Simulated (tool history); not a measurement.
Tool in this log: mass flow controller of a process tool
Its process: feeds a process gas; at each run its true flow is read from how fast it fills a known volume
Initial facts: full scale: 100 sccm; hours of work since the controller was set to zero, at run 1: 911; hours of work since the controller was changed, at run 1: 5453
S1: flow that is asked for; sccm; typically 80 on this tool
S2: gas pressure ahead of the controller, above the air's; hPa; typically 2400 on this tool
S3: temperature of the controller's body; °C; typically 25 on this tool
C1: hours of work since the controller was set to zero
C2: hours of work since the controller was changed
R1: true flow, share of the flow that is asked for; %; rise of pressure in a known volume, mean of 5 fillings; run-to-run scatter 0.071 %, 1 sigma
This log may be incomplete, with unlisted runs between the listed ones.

| run | hour | S1 | S2 | S3 | C1 | C2 | R1 |
|---|---|---|---|---|---|---|---|
| 1 | 0 | 80 | 2400 | 25 | 911 | 5453 | 97.76 |
| 2 | 180.4 | 80 | 2400 | 25 | 988 | 5530 | 97.76 |
| 3 | 425.9 | 80 | 2400 | 25 | 1093 | 5635 | 97.77 |
| 4 | 782.1 | 80 | 2400 | 25 | 1245 | 5787 | 97.82 |
| 5 | 1086.9 | 80 | 2450 | 25 | 1376 | 5917 | 97.63 |
| 6 | 1283.8 | 36 | 2450 | 25 | 1460 | 6001 | 96.89 |
| 7 | 1474.4 | 36 | 2450 | 25 | 1541 | 6083 | 96.77 |
| 8 | 1687.3 | 36 | 2450 | 25 | 1632 | 6174 | 96.96 |
| 9 | 1994.7 | 55 | 2450 | 36 | 1763 | 6305 | 97.61 |
| 10 | 2217.8 | 32 | 1610 | 30 | 1859 | 6400 | 97.03 |
| 11 | 2434.6 | 32 | 1610 | 30 | 1951 | 6493 | 97.07 |
| 12 | 2813.4 | 70 | 1640 | 32 | 2113 | 6655 | 97.69 |
| 13 | 3186 | 14 | 2400 | 22 | 2272 | 6814 | 94.58 |
| 14 | 3470.7 | 43 | 1660 | 34 | 2394 | 6935 | 96.99 |
| 15 | 3794.4 | 43 | 1660 | 34 | 2532 | 7074 | 96.96 |
| 16 | 4175 | 76 | 2400 | 25 | 2695 | 7236 | 96.97 |

Subtracting, for every run, the result it would have given without the tool's unlogged condition from the measured result gives the following. The same run-to-run variation enters both numbers; the gauge's scatter may not:
Hidden conditions of the tool in this case: flow at rest that the sensor doesn't see, % of full scale; true flow over the shown one, %; drift of the gauge itself on true_pct, %.
| run | R1 |
|---|---|
| 1 | -1.83 |
| 2 | -1.87 |
| 3 | -1.92 |
| 4 | -2 |
| 5 | -2.07 |
| 6 | -2.49 |
| 7 | -2.55 |
| 8 | -2.62 |
| 9 | -2.44 |
| 10 | -2.9 |
| 11 | -2.97 |
| 12 | -2.52 |
| 13 | -4.73 |
| 14 | -3.02 |
| 15 | -3.12 |
| 16 | -2.79 |
